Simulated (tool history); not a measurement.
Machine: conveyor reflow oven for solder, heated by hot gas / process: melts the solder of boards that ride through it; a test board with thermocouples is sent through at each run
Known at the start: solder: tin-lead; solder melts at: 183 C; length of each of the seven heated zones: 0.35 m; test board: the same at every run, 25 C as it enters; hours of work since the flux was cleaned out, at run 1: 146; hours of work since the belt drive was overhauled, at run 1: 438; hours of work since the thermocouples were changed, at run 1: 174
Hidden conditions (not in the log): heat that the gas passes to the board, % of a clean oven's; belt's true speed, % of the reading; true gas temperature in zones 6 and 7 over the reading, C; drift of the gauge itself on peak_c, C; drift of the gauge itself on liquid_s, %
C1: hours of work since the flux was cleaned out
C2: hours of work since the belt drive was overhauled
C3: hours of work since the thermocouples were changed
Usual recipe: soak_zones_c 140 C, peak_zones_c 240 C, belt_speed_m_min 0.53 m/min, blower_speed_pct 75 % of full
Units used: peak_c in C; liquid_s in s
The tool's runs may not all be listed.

run 1 hour=0 | soak_zones_c=140 peak_zones_c=240 belt_speed_m_min=0.53 blower_speed_pct=75 | C1=146 C2=438 C3=174 | peak_c=225.9 liquid_s=66.8
run 2 hour=10.5 | soak_zones_c=140 peak_zones_c=247 belt_speed_m_min=0.53 blower_speed_pct=75 | C1=155 C2=447 C3=182 | peak_c=232.3 liquid_s=70.5
run 3 hour=26.7 | soak_zones_c=140 peak_zones_c=240 belt_speed_m_min=0.53 blower_speed_pct=75 | C1=168 C2=459 C3=195 | peak_c=225.8 liquid_s=66.9
run 4 hour=40 | soak_zones_c=140 peak_zones_c=240 belt_speed_m_min=0.53 blower_speed_pct=75 | C1=178 C2=470 C3=206 | peak_c=225.5 liquid_s=67.1
run 5 hour=62.4 | soak_zones_c=140 peak_zones_c=240 belt_speed_m_min=0.53 blower_speed_pct=75 | C1=196 C2=488 C3=223 | peak_c=225.6 liquid_s=67.2
run 6 hour=71.5 | soak_zones_c=140 peak_zones_c=240 belt_speed_m_min=0.53 blower_speed_pct=75 | C1=203 C2=495 C3=231 | peak_c=225.2 liquid_s=67
run 7 hour=83.9 | soak_zones_c=140 peak_zones_c=240 belt_speed_m_min=0.53 blower_speed_pct=75 | C1=213 C2=505 C3=240 | peak_c=225.5 liquid_s=66.7
run 8 hour=95.4 | soak_zones_c=140 peak_zones_c=240 belt_speed_m_min=0.53 blower_speed_pct=75 | C1=222 C2=514 C3=250 | peak_c=225.7 liquid_s=66.8
-- hour=102.1 flux residue cleaned out of gas plates and filters
run 9 hour=113.1 | soak_zones_c=140 peak_zones_c=240 belt_speed_m_min=0.53 blower_speed_pct=54 | C1=9 C2=524 C3=260 | peak_c=222.7 liquid_s=64.7
run 10 hour=133.1 | soak_zones_c=140 peak_zones_c=240 belt_speed_m_min=0.53 blower_speed_pct=54 | C1=25 C2=540 C3=275 | peak_c=222.7 liquid_s=64.9
run 11 hour=151.8 | soak_zones_c=140 peak_zones_c=240 belt_speed_m_min=0.53 blower_speed_pct=54 | C1=39 C2=555 C3=290 | peak_c=222.7 liquid_s=64.5
run 12 hour=167.3 | soak_zones_c=140 peak_zones_c=240 belt_speed_m_min=0.53 blower_speed_pct=54 | C1=52 C2=567 C3=303 | peak_c=223 liquid_s=64.8
run 13 hour=184.5 | soak_zones_c=140 peak_zones_c=240 belt_speed_m_min=0.53 blower_speed_pct=54 | C1=65 C2=581 C3=316 | peak_c=222.5 liquid_s=64.2
run 14 hour=196.9 | soak_zones_c=140 peak_zones_c=240 belt_speed_m_min=0.53 blower_speed_pct=54 | C1=75 C2=591 C3=326 | peak_c=222.4 liquid_s=64.6
run 15 hour=218.8 | soak_zones_c=140 peak_zones_c=242 belt_speed_m_min=0.53 blower_speed_pct=75 | C1=93 C2=608 C3=344 | peak_c=229 liquid_s=68.5
run 16 hour=228.6 | soak_zones_c=140 peak_zones_c=242 belt_speed_m_min=0.53 blower_speed_pct=75 | C1=100 C2=616 C3=351 | peak_c=228.5 liquid_s=68.9
run 17 hour=240 | soak_zones_c=140 peak_zones_c=242 belt_speed_m_min=0.53 blower_speed_pct=75 | C1=110 C2=625 C3=360 | peak_c=228.6 liquid_s=68.7
run 18 hour=253.2 | soak_zones_c=140 peak_zones_c=242 belt_speed_m_min=0.53 blower_speed_pct=75 | C1=120 C2=635 C3=371 | peak_c=228 liquid_s=68.9
run 19 hour=275.4 | soak_zones_c=144 peak_zones_c=240 belt_speed_m_min=0.498 blower_speed_pct=75 | C1=138 C2=653 C3=389 | peak_c=228.4 liquid_s=75.4
run 20 hour=288.2 | soak_zones_c=127 peak_zones_c=240 belt_speed_m_min=0.51 blower_speed_pct=56 | C1=148 C2=663 C3=399 | peak_c=221.5 liquid_s=62.1
run 21 hour=298.8 | soak_zones_c=144 peak_zones_c=240 belt_speed_m_min=0.51 blower_speed_pct=56 | C1=156 C2=672 C3=407 | peak_c=224.5 liquid_s=70.6
run 22 hour=315.4 | soak_zones_c=135 peak_zones_c=248 belt_speed_m_min=0.487 blower_speed_pct=72 | C1=169 C2=685 C3=420 | peak_c=234.6 liquid_s=76.9
run 23 hour=329.8 | soak_zones_c=135 peak_zones_c=245 belt_speed_m_min=0.487 blower_speed_pct=54 | C1=181 C2=696 C3=432 | peak_c=228.6 liquid_s=72.5
run 24 hour=348.6 | soak_zones_c=150 peak_zones_c=240 belt_speed_m_min=0.53 blower_speed_pct=75 | C1=196 C2=711 C3=447 | peak_c=227.8 liquid_s=72.3
run 25 hour=369.6 | soak_zones_c=140 peak_zones_c=231 belt_speed_m_min=0.494 blower_speed_pct=68 | C1=212 C2=728 C3=463 | peak_c=219 liquid_s=67.3
run 26 hour=382.2 | soak_zones_c=140 peak_zones_c=231 belt_speed_m_min=0.494 blower_speed_pct=68 | C1=223 C2=738 C3=473 | peak_c=218.7 liquid_s=67.3
-- hour=389 flux residue cleaned out of gas plates and filters
run 27 hour=407 | soak_zones_c=146 peak_zones_c=238 belt_speed_m_min=0.53 blower_speed_pct=75 | C1=14 C2=754 C3=489 | peak_c=226.7 liquid_s=70.2
run 28 hour=420.1 | soak_zones_c=146 peak_zones_c=238 belt_speed_m_min=0.53 blower_speed_pct=75 | C1=25 C2=764 C3=500 | peak_c=226.4 liquid_s=70.1
run 29 hour=442.4 | soak_zones_c=140 peak_zones_c=244 belt_speed_m_min=0.53 blower_speed_pct=75 | C1=42 C2=782 C3=517 | peak_c=231.3 liquid_s=70.3
run 30 hour=459.2 | soak_zones_c=141 peak_zones_c=232 belt_speed_m_min=0.501 blower_speed_pct=75 | C1=56 C2=795 C3=531 | peak_c=221.8 liquid_s=69.7

Forecast run 31:
run 31 hour=476.9 | soak_zones_c=141 peak_zones_c=232 belt_speed_m_min=0.558 blower_speed_pct=66 | C1=70 C2=809 C3=545 | peak_c=? liquid_s=?

peak_c: 217.1 C
liquid_s: 58.3 s
With the hidden condition absent and the run-to-run variation left alone, this run would have shown peak_c 216.2 C, liquid_s 56.9 s.
